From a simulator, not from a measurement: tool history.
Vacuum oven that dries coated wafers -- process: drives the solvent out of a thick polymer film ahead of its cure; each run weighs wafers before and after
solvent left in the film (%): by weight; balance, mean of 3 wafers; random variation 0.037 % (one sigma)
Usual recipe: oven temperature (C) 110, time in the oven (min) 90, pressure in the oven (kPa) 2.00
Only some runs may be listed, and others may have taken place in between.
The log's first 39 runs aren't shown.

run,day,oven temperature (C),time in the oven (min),pressure in the oven (kPa),solvent left in the film (%)
40,48.433,117,52,6.02,4.70
41,49.504,117,52,6.02,4.64
42,51.083,117,52,6.02,4.70
43,52.004,117,52,6.02,4.67
44,52.867,109,52,1.27,4.72
45,53.646,110,53,2.00,4.71
46,54.842,113,77,5.91,4.13
47,56.333,110,88,2.09,2.47

Predict each of these 4 candidate next runs independently; none follows another, all start after run 47:
A,57.767,105,88,4.73,?
B,57.767,110,88,1.87,?
C,57.767,100,65,3.66,?
D,57.767,118,127,1.05,?

run,solvent left in the film (%)
A,4.93
B,2.41
C,7.03
D,0.67
Without the tool's hidden state the same runs would have given:
run,solvent left in the film (%)
A,4.70
B,2.23
C,6.79
D,0.56

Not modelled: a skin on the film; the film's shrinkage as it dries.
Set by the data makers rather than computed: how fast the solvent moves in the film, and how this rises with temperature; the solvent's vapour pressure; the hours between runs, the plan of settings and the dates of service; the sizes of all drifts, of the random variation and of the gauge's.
